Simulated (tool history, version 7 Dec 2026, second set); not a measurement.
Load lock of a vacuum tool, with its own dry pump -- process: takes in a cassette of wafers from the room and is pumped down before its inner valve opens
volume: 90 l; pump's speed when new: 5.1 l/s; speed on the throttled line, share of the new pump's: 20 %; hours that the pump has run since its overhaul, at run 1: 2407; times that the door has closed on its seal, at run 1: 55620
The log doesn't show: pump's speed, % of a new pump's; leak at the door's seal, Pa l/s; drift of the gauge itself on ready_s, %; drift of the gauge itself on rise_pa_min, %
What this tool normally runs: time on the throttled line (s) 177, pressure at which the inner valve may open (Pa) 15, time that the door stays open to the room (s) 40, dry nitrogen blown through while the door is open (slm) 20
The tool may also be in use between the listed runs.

run    hour  time on the throttled line (s)  pressure at which the inner valve may open (Pa)  time that the door stays open to the room (s)  dry nitrogen blown through while the door is open (slm)  hours that the pump has run since its overhaul  times that the door has closed on its seal  incoming humidity of the room's air, %  time from the closed door until the inner valve may open (s)  rise of the pressure with all valves shut (Pa/min)
  1       0                             177                                               15                                             40                                                       20                                            2407                                       55620                                    43.3                                                         296.3                                               0.218
  2   113.9                             177                                               15                                             40                                                       20                                            2521                                       56033                                    45.1                                                         297.9                                               0.224
  3   220.5                             177                                               15                                             40                                                       20                                            2627                                       56419                                    43.4                                                         298.3                                               0.227
  4   288.8                             177                                               15                                             40                                                       20                                            2695                                       56667                                    43.6                                                         297.3                                               0.234
  5   384.7                             177                                               15                                             40                                                       20                                            2791                                       57015                                    43.8                                                         298.3                                               0.237
  6   486.5                             223                                               15                                             40                                                       20                                            2893                                       57384                                    47.5                                                         332.6                                               0.237
      562.6  -- door's seal changed, seat wiped
  7   611.1                             255                                               15                                             40                                                       20                                            3016                                         176                                    45.4                                                         359.5                                               0.012
  8   739.7                             177                                               15                                             40                                                       20                                            3145                                         642                                    46.5                                                         299.1                                               0.006
  9   804.4                             177                                               15                                             40                                                       20                                            3210                                         877                                    41.9                                                         298.7                                               0.011
 10   869.3                             177                                               15                                             40                                                       20                                            3274                                        1112                                    45.5                                                         303.8                                               0.016
 11   985.4                             177                                               15                                             40                                                       20                                            3391                                        1533                                    46.2                                                         297.4                                               0.012
 12    1054                             177                                               15                                             40                                                       20                                            3459                                        1782                                    40.3                                                           299                                               0.015
 13  1144.1                             177                                               15                                             40                                                       20                                            3549                                        2109                                      47                                                         297.5                                               0.014
 14  1221.3                             177                                               15                                             40                                                       20                                            3626                                        2389                                    44.4                                                         298.3                                               0.013
 15  1303.9                             177                                               15                                             56                                                       20                                            3709                                        2688                                    47.6                                                         298.6                                               0.023
 16  1412.5                             177                                               15                                             56                                                       20                                            3818                                        3082                                    43.9                                                           298                                               0.019
 17  1552.6                             177                                               15                                             56                                                       20                                            3958                                        3590                                    42.9                                                         299.2                                               0.017
 18  1662.5                             177                                               15                                             40                                                       20                                            4068                                        3989                                    46.1                                                         295.8                                               0.016
 19  1802.4                             177                                               15                                             85                                                       20                                            4208                                        4497                                    44.3                                                         298.7                                               0.025
 20  1941.8                             110                                               12                                             32                                                       32                                            4347                                        5002                                    48.5                                                         251.8                                               0.013
 21  2002.4                             110                                               12                                             32                                                       32                                            4407                                        5222                                    40.7                                                           250                                               0.013
 22  2133.7                             110                                               12                                             32                                                       32                                            4539                                        5698                                    45.5                                                         248.7                                               0.015
 23  2227.4                             110                                               12                                             32                                                       32                                            4633                                        6038                                    42.9                                                           251                                               0.012
 24  2332.2                             177                                               15                                             40                                                        5                                            4737                                        6418                                    46.9                                                         301.1                                               0.032
 25  2411.7                             168                                               18                                            193                                                        4                                            4817                                        6707                                    44.2                                                           287                                               0.072
 26  2518.4                             177                                               26                                             74                                                       20                                            4924                                        7094                                    44.7                                                         291.2                                               0.026
 27  2641.4                             331                                               15                                            158                                                        7                                            5046                                        7540                                    46.5                                                         421.8                                               0.054
 28    2731                             331                                               15                                            158                                                        7                                            5136                                        7865                                    42.6                                                         425.7                                               0.054
 29  2853.5                             305                                               30                                             74                                                       25                                            5259                                        8309                                    45.5                                                         386.6                                               0.027
 30  2950.2                             298                                               25                                            173                                                       12                                            5355                                        8660                                    41.7                                                         387.3                                               0.054
 31  3092.1                             150                                               20                                             33                                                       11                                            5497                                        9175                                      46                                                         273.5                                               0.026
 32  3219.8                              96                                               11                                            111                                                        4                                            5625                                        9638                                    42.1                                                           242                                                0.06
 33  3347.6                             177                                               15                                             35                                                       20                                            5753                                       10101                                    47.4                                                         299.4                                               0.029
 34  3442.3                             177                                               15                                             35                                                       20                                            5847                                       10445                                    46.5                                                           301                                                0.03
 35  3550.4                             189                                               15                                             76                                                       20                                            5956                                       10837                                    43.3                                                         310.5                                               0.037
 36  3662.1                             189                                               15                                             76                                                       20                                            6067                                       11242                                    45.4                                                         307.6                                               0.037
 37  3766.9                             129                                               15                                             73                                                       20                                            6172                                       11622                                    43.6                                                         261.5                                               0.038
 38  3847.8                             129                                               11                                             32                                                       20                                            6253                                       11915                                    44.6                                                         268.7                                               0.029

Describe how what the log doesn't record of the tool's condition differs between the last listed run preceding each entry between runs and the first listed run following it.
Runs 6 to 7: door's seal changed, seat wiped (hour 562.6)
  pump's speed, % of a new pump's: 100 -> 99.9; leak at the door's seal, Pa l/s: 0.3409 -> 0.0016
  the result without the hidden state subtracted from the measured one, time from the closed door until the inner valve may open (s): +0 -> +0.1; rise of the pressure with all valves shut (Pa/min): +0.229 -> +0
